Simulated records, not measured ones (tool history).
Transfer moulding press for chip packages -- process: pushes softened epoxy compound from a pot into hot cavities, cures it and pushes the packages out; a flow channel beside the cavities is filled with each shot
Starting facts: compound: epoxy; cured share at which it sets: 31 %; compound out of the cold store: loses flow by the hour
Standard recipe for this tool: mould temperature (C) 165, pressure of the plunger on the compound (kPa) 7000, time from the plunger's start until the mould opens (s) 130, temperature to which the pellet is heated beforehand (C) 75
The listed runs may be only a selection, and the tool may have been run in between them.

run	hour	mould temperature (C)	pressure of the plunger on the compound (kPa)	time from the plunger's start until the mould opens (s)	temperature to which the pellet is heated beforehand (C)	incoming compound's hours out of the cold store	length that the compound runs in the flow channel (mm)	greatest force on the pins that push the packages out (N)
1	0	165	7000	130	75	42	674	399
2	15.9	165	7000	130	75	27.8	713	464
3	29.9	165	7000	130	75	27.6	714	499
4	50.9	165	7000	130	80	35.4	683	519
5	70.1	165	7000	130	80	41.6	664	552
6	82.2	165	7000	130	80	23.9	716	556
# hour 103.6: cavities cleaned with cleaning compound and waxed
7	104	162	7000	130	80	38.8	685	450
8	118.6	165	7000	130	75	47.2	645	440
9	133.1	165	5690	130	75	31.9	619	501
10	153.7	165	7000	130	75	12.7	743	526
# hour 157.5: mould's thermocouples calibrated
11	170.9	165	7000	130	75	47.4	642	546
12	191.4	165	7000	130	75	44.6	645	566
# hour 204.4: plunger's sealing rings changed
# hour 212.7: cavities cleaned with cleaning compound and waxed
# hour 216.2: mould's thermocouples calibrated, once more
13	218.7	165	7000	130	75	35.3	697	403
14	231.4	165	7000	130	75	14.6	758	468
15	240.6	166	7000	123	69	40.8	677	473
16	261.3	165	7000	114	75	37.5	688	610
17	274.5	165	7280	120	73	22.6	747	619
18	290.9	165	5510	124	73	25	643	625
19	306.2	160	5510	141	73	46	602	686
20	315	165	7000	163	77	24.4	721	536
# hour 318.3: cavities cleaned with cleaning compound and waxed
21	331.4	158	7000	130	81	37.6	710	663

For run 22, what comes out?
22	349.2	165	5650	151	66	35.8	?	?

length that the compound runs in the flow channel (mm): 614
greatest force on the pins that push the packages out (N): 448
Take away the tool's hidden state, keep the run-to-run variation as it was, and the same run would have given length that the compound runs in the flow channel (mm) 629, greatest force on the pins that push the packages out (N) 359.

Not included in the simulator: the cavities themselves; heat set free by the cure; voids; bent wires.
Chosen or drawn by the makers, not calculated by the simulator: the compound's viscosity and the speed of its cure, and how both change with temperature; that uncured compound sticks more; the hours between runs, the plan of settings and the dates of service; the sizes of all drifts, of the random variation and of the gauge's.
